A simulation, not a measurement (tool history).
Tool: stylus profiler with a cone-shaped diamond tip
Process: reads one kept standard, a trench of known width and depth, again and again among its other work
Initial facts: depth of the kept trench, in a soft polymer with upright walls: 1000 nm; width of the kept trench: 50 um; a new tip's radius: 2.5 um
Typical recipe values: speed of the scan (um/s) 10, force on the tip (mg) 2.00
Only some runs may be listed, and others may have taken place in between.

run,hour,speed of the scan (um/s),force on the tip (mg),depth of the trench (angstrom),width of the trench's floor (um)
1,0.0,10,2.00,10082.2,43.90
2,138.9,10,4.91,10187.9,43.90
3,219.8,10,4.13,10159.6,43.81
4,311.7,10,4.13,10155.6,43.77
5,411.3,10,4.13,10153.4,43.65
6,487.4,10,4.13,10153.0,43.67
7,597.1,10,4.13,10147.4,43.57
8,701.9,7,1.15,10010.9,43.54
9,830.4,7,1.15,10016.8,43.47
10,898.0,7,1.15,10014.1,43.40
11,1007.4,28,0.75,9986.4,43.27
12,1093.1,28,1.34,10023.4,43.25
# hour 1146.7: height scale calibrated on a step standard
13,1170.8,28,1.34,10104.6,43.17
14,1300.4,7,1.26,10100.5,43.23

What if the next run were any one of these 5? Each begins from the tool's condition after run 14:
A,1379.5,15,1.49,?,?
B,1379.5,6,1.26,?,?
C,1379.5,25,3.92,?,?
D,1379.5,7,3.48,?,?
E,1379.5,10,2.69,?,?

run,depth of the trench (angstrom),width of the trench's floor (um)
A,10109.2,43.11
B,10099.5,43.15
C,10208.9,43.08
D,10196.3,43.18
E,10160.8,43.16
What these runs would have given with no unlogged condition in the tool:
run,depth of the trench (angstrom),width of the trench's floor (um)
A,10115.7,45.94
B,10106.0,45.97
C,10215.5,45.90
D,10202.8,46.00
E,10167.3,45.99

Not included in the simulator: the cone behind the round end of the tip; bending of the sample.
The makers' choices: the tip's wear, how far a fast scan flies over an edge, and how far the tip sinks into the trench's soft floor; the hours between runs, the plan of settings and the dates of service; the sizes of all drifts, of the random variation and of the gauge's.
